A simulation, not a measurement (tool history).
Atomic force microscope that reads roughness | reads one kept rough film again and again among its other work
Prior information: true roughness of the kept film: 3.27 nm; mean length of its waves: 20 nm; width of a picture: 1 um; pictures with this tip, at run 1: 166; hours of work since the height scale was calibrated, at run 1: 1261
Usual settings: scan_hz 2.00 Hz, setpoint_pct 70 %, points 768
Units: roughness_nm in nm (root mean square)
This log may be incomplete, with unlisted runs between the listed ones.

run   hour  scan_hz  setpoint_pct  points  pictures with this tip  hours of work since the height scale was calibrated  roughness_nm
  1    0.0     2.00            70     768                     166                                                 1261         2.087
  2   43.9     2.00            70     768                     239                                                 1295         1.954
      69.9  -- height scale calibrated on a step standard
     112.0  -- new tip fitted
  3  124.7     1.51            70     768                      21                                                   42         2.620
  4  183.2     2.00            70     283                     119                                                   87         2.266
  5  238.6     2.00            73     768                     212                                                  129         2.072
  6  316.9     2.00            73     768                     344                                                  190         1.813
     321.4  -- new tip fitted
  7  362.7     2.00            73     768                      70                                                  225         2.420
  8  402.2     2.00            73     768                     136                                                  255         2.237
  9  487.9     1.67            56     768                     280                                                  321         2.027
     531.4  -- new tip fitted
 10  543.7     1.86            69     273                      20                                                  364         2.540
 11  607.0     1.86            68     977                     126                                                  412         2.329
 12  672.9     1.86            68     977                     237                                                  463         2.088
 13  708.6     2.38            70     768                     297                                                  491         1.938
     743.9  -- new tip fitted
 14  767.8     2.38            70     768                      40                                                  536         2.455
 15  848.8     2.25            85     361                     176                                                  598         1.981
 16  895.7     2.25            85     528                     255                                                  634         1.864

What if the next run were any one of these 5? Each begins from the tool's condition after run 16:
     954.5  -- new tip fitted
  A  968.0     1.21            72    1010                      22                                                  690             ?
     954.5  -- new tip fitted
  B  968.0     2.00            70     267                      22                                                  690             ?
     954.5  -- new tip fitted
  C  968.0     1.50            85     528                      22                                                  690             ?
     954.5  -- new tip fitted
  D  968.0     2.25            90     909                      22                                                  690             ?
     954.5  -- new tip fitted
  E  968.0     0.90            61     491                      22                                                  690             ?

run  roughness_nm
  A         2.607
  B         2.503
  C         2.505
  D         2.387
  E         2.640
With the hidden condition removed and each run's random variation left untouched, the same runs would have given:
run  roughness_nm
  A         2.714
  B         2.605
  C         2.608
  D         2.485
  E         2.749

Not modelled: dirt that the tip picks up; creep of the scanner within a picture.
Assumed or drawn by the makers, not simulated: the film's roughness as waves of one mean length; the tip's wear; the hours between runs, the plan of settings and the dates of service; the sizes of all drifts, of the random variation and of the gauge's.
